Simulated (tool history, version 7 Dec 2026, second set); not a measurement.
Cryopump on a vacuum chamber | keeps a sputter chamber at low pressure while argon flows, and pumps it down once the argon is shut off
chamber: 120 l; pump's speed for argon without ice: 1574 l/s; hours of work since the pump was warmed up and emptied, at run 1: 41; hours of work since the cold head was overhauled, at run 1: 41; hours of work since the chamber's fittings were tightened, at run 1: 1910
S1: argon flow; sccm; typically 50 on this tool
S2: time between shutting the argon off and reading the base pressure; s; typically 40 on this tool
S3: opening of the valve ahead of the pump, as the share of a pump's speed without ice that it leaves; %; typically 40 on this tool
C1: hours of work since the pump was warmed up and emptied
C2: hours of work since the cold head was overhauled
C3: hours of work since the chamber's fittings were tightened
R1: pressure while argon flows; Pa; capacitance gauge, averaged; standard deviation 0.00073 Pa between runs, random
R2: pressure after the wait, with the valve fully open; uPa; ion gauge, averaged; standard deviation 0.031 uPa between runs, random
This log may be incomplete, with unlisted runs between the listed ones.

run 1 hour=0 | S1=50 S2=40 S3=40 | C1=41 C2=41 C3=1910 | R1=0.1353 R2=2.17
run 2 hour=11.6 | S1=50 S2=20 S3=40 | C1=48 C2=48 C3=1917 | R1=0.135 R2=3.56
run 3 hour=22.1 | S1=50 S2=109 S3=40 | C1=55 C2=55 C3=1924 | R1=0.136 R2=1.31
run 4 hour=34.4 | S1=50 S2=109 S3=40 | C1=63 C2=63 C3=1931 | R1=0.1363 R2=1.28
run 5 hour=53.8 | S1=79 S2=40 S3=40 | C1=75 C2=75 C3=1944 | R1=0.2158 R2=2.13
run 6 hour=64 | S1=79 S2=40 S3=40 | C1=81 C2=81 C3=1950 | R1=0.2164 R2=2.21
run 7 hour=74.7 | S1=79 S2=40 S3=40 | C1=88 C2=88 C3=1957 | R1=0.216 R2=2.11
run 8 hour=90.3 | S1=79 S2=40 S3=40 | C1=98 C2=98 C3=1967 | R1=0.2156 R2=2.2
run 9 hour=112.9 | S1=50 S2=40 S3=40 | C1=113 C2=113 C3=1982 | R1=0.1388 R2=2.16
run 10 hour=129.1 | S1=50 S2=40 S3=40 | C1=123 C2=123 C3=1992 | R1=0.139 R2=2.25
run 11 hour=141.5 | S1=50 S2=250 S3=40 | C1=131 C2=131 C3=2000 | R1=0.1378 R2=1.01
run 12 hour=160.6 | S1=50 S2=250 S3=40 | C1=143 C2=143 C3=2012 | R1=0.1377 R2=1.03
run 13 hour=182.1 | S1=50 S2=250 S3=40 | C1=157 C2=157 C3=2026 | R1=0.1378 R2=1.07
run 14 hour=201.2 | S1=50 S2=250 S3=40 | C1=169 C2=169 C3=2038 | R1=0.1384 R2=1.03
run 15 hour=215.5 | S1=50 S2=40 S3=40 | C1=178 C2=178 C3=2047 | R1=0.1369 R2=2.19
run 16 hour=233.4 | S1=50 S2=34 S3=40 | C1=189 C2=189 C3=2058 | R1=0.1399 R2=2.52
run 17 hour=253.5 | S1=50 S2=34 S3=40 | C1=202 C2=202 C3=2071 | R1=0.1386 R2=2.47
run 18 hour=272.2 | S1=58 S2=34 S3=40 | C1=214 C2=214 C3=2083 | R1=0.1606 R2=2.53
run 19 hour=287.5 | S1=66 S2=40 S3=51 | C1=224 C2=224 C3=2093 | R1=0.1457 R2=2.29
run 20 hour=301.8 | S1=75 S2=40 S3=55 | C1=233 C2=233 C3=2102 | R1=0.1559 R2=2.23
run 21 hour=311.8 | S1=75 S2=40 S3=55 | C1=239 C2=239 C3=2108 | R1=0.1553 R2=2.23
run 22 hour=327.5 | S1=24 S2=30 S3=55 | C1=249 C2=249 C3=2118 | R1=0.05 R2=2.71
run 23 hour=345.2 | S1=24 S2=68 S3=22 | C1=261 C2=261 C3=2129 | R1=0.1196 R2=1.78
run 24 hour=363.3 | S1=24 S2=35 S3=40 | C1=272 C2=272 C3=2141 | R1=0.0679 R2=2.5
run 25 hour=377.1 | S1=21 S2=39 S3=35 | C1=281 C2=281 C3=2150 | R1=0.0671 R2=2.31
run 26 hour=398.2 | S1=50 S2=63 S3=40 | C1=294 C2=294 C3=2163 | R1=0.141 R2=1.81
run 27 hour=421.1 | S1=50 S2=27 S3=40 | C1=309 C2=309 C3=2178 | R1=0.1418 R2=3
run 28 hour=439.3 | S1=26 S2=36 S3=23 | C1=321 C2=321 C3=2189 | R1=0.1248 R2=2.43
run 29 hour=451.4 | S1=26 S2=72 S3=19 | C1=328 C2=328 C3=2197 | R1=0.1498 R2=1.68
run 30 hour=460.8 | S1=44 S2=72 S3=36 | C1=334 C2=334 C3=2203 | R1=0.1372 R2=1.78
run 31 hour=476.5 | S1=50 S2=293 S3=40 | C1=344 C2=344 C3=2213 | R1=0.1423 R2=1.16
run 32 hour=495.7 | S1=50 S2=293 S3=40 | C1=357 C2=357 C3=2225 | R1=0.1422 R2=1.12
run 33 hour=511.9 | S1=33 S2=116 S3=19 | C1=367 C2=367 C3=2236 | R1=0.1913 R2=1.49
run 34 hour=530 | S1=49 S2=136 S3=40 | C1=378 C2=378 C3=2247 | R1=0.1397 R2=1.4

Pick out some run-to-run changes in R1. Of each, how much would a tool without hidden state show as well, from the settings, what came in and chance, and how much is left for the hidden state and any gauge scatter not in both results compared?
Hidden state present: pump's speed, % of a pump's without ice; cold plate's temperature, K; leak into the chamber, uPa l/s; drift of the gauge itself on working_pa, %; drift of the gauge itself on base_upa, %.
Run 4 -> 5: S1 50 -> 79, S2 109 -> 40. R1 +0.0795 Pa: hidden state +0.0015, all else +0.078.
Run 8 -> 9: S1 79 -> 50. R1 -0.0768 Pa: hidden state -0.0013, all else -0.0755.
Run 21 -> 22: S1 75 -> 24, S2 40 -> 30. R1 -0.1053 Pa: hidden state -0.0055, all else -0.0998.
Run 25 -> 26: S1 21 -> 50, S2 39 -> 63, S3 35 -> 40. R1 +0.0739 Pa: hidden state +0.0042, all else +0.0697.
Run 27 -> 28: S1 50 -> 26, S2 27 -> 36, S3 40 -> 23. R1 -0.017 Pa: hidden state -0.0034, all else -0.0136.
